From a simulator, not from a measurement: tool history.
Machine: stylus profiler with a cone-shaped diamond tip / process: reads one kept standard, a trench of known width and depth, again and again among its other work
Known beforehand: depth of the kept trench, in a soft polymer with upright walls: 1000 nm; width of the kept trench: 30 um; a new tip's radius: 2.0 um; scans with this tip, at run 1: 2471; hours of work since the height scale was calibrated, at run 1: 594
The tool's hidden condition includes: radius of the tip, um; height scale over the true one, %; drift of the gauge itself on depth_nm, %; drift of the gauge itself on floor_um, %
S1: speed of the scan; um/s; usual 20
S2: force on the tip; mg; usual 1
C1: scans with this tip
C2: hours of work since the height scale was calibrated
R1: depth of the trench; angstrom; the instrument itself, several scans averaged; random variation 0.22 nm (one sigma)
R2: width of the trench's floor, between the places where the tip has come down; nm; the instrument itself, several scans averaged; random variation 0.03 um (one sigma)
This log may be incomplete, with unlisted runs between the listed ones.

run    hour  S1    S2     C1    C2       R1     R2
  1       0  20     1   2471   594    10057  26290
  2   110.7  20     1   2759   663  10053.7  26300
  3   222.3  20     1   3049   733  10054.9  26250
  4   303.6  20     1   3260   783  10059.3  26300
  5   431.7  20     1   3592   863  10059.8  26200
  6   493.6  20     1   3753   902  10062.3  26180
  7   559.4  20  0.46   3924   943  10054.6  26120
  8     643  20  0.46   4141   995  10058.2  26060
  9     758  20  0.46   4440  1067  10057.2  26120
 10   838.5  20  0.46   4649  1117  10062.2  26100
 11     904  20     1   4819  1158  10077.3  26190
 12  1000.9  20  1.27   5071  1219  10077.8  26150
 13  1068.2  20  0.54   5246  1261  10068.1  26120
 14  1190.6  20  0.54   5564  1337  10068.2  26080
 15  1248.9  20  0.54   5715  1374    10073  26040
 16  1367.3  20  1.31   6023  1448  10090.2  26130
 17  1421.8   5     1   6164  1482  10087.8  26140
 18  1520.8   5     1   6421  1543  10084.8  26170
 19  1591.1  20  0.49   6604  1587  10080.5  25970
 20  1682.2  20  0.49   6841  1644  10077.3  25930
 21  1769.8  20  0.49   7068  1699  10083.5  26000
 22  1883.6  20  0.49   7364  1770  10084.2  25930
 23  2004.5  20  0.62   7678  1845  10094.4  25940
 24  2089.4  20  0.62   7898  1898  10094.6  25990
 25  2152.4  20  0.62   8062  1938  10095.5  26010
 26  2269.4  15  2.81   8366  2011  10133.6  26060
 27  2351.3  15  2.81   8578  2062  10136.2  26060
 28  2447.3  11  2.99   8828  2122  10143.8  26040
 29    2510  41  0.38   8990  2161  10099.6  25660
 30  2609.3  41  0.38   9249  2223  10100.8  25580
     2641.3  -- height scale calibrated on a step standard
 31  2700.4  41  0.38   9484    37  10016.2  25570
 32  2824.8  41  0.38   9807   115  10021.1  25540
 33  2899.8   5  1.33  10002   161  10044.4  26030
 34  3005.3   5  1.33  10276   227  10044.8  26050
 35  3073.4  15  2.15  10453   270  10062.2  25960
 36  3131.5  14  0.92  10603   306  10044.9  25950
 37  3254.9  13  2.51  10924   383  10069.9  25900
 38  3385.5  13  2.51  11263   465  10079.4  25930
 39  3491.2  28  0.34  11538   531  10035.5  25620
 40  3554.6  28  0.42  11702   570  10042.7  25680
 41  3624.6  13  0.39  11884   614  10042.6  25830
 42  3712.9  13   2.1  12114   669  10074.7  25900
 43  3775.7   6  1.24  12277   708  10060.5  25850
 44  3843.8   6  1.24  12454   751  10066.6  25890
 45  3930.3  43  0.45  12678   805  10055.2  25460

What differs in the tool's unlogged condition from the final listed run ahead of each entry between runs to the first listed run following it?
In the gap between runs 30 and 31: height scale calibrated on a step standard (hour 2641.3)
  radius of the tip, um: 2.42 -> 2.43; height scale over the true one, %: 0.874 -> 0.036
  measured value less the no-hidden-state value, R1: +87.5 -> +3.6 angstrom; R2: -460 -> -470 nm

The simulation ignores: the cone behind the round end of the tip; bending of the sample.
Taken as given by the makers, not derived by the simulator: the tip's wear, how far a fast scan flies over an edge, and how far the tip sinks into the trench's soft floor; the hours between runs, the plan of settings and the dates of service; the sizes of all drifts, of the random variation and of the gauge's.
